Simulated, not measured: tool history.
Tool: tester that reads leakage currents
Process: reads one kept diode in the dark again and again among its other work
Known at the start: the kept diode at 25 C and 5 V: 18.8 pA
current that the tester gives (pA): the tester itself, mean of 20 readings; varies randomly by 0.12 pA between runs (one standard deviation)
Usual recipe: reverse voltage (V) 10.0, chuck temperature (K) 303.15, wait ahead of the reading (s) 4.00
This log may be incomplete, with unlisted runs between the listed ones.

| run | hour | reverse voltage (V) | chuck temperature (K) | wait ahead of the reading (s) | current that the tester gives (pA) |
|---|---|---|---|---|---|
| 1 | 0.0 | 10.0 | 303.15 | 4.00 | 50.68 |
| 2 | 48.6 | 10.0 | 303.15 | 4.00 | 50.89 |
| 3 | 97.5 | 10.0 | 303.15 | 4.00 | 51.16 |
| 4 | 209.8 | 10.0 | 303.15 | 4.00 | 51.09 |
| 5 | 315.1 | 10.0 | 303.15 | 4.00 | 51.83 |
| 6 | 416.6 | 10.0 | 303.15 | 4.00 | 52.00 |
| 7 | 502.1 | 10.0 | 303.15 | 4.00 | 52.35 |
| 8 | 574.9 | 2.8 | 303.15 | 8.01 | 27.27 |
| 9 | 648.9 | 2.8 | 303.15 | 8.01 | 26.96 |
| 10 | 734.8 | 1.0 | 298.15 | 4.00 | 12.25 |
| 11 | 789.0 | 1.0 | 327.15 | 0.95 | 85.31 |

The log once held 2 entries between its listed runs, left out of this copy. Where does each go, and what is different about the tool's unlogged condition between the listed run before it and the listed run after it?
From run 4 to run 5: tester calibrated (hour 218.8)
  stray current of the dirty probe card, pA a volt: 1.634 -> 1.671; current scale over the true one, %: 0.93 -> 1.26; true chuck temperature over the reading, C: -0.41 -> -0.44
  the result without the hidden state subtracted from the measured one, current that the tester gives (pA): +15.46 -> +15.97
From run 8 to run 9: tester calibrated, once more (hour 618.1)
  stray current of the dirty probe card, pA a volt: 1.762 -> 1.789; current scale over the true one, %: 1.4 -> 0.03; true chuck temperature over the reading, C: -0.53 -> -0.55
  the result without the hidden state subtracted from the measured one, current that the tester gives (pA): +4.37 -> +4.04
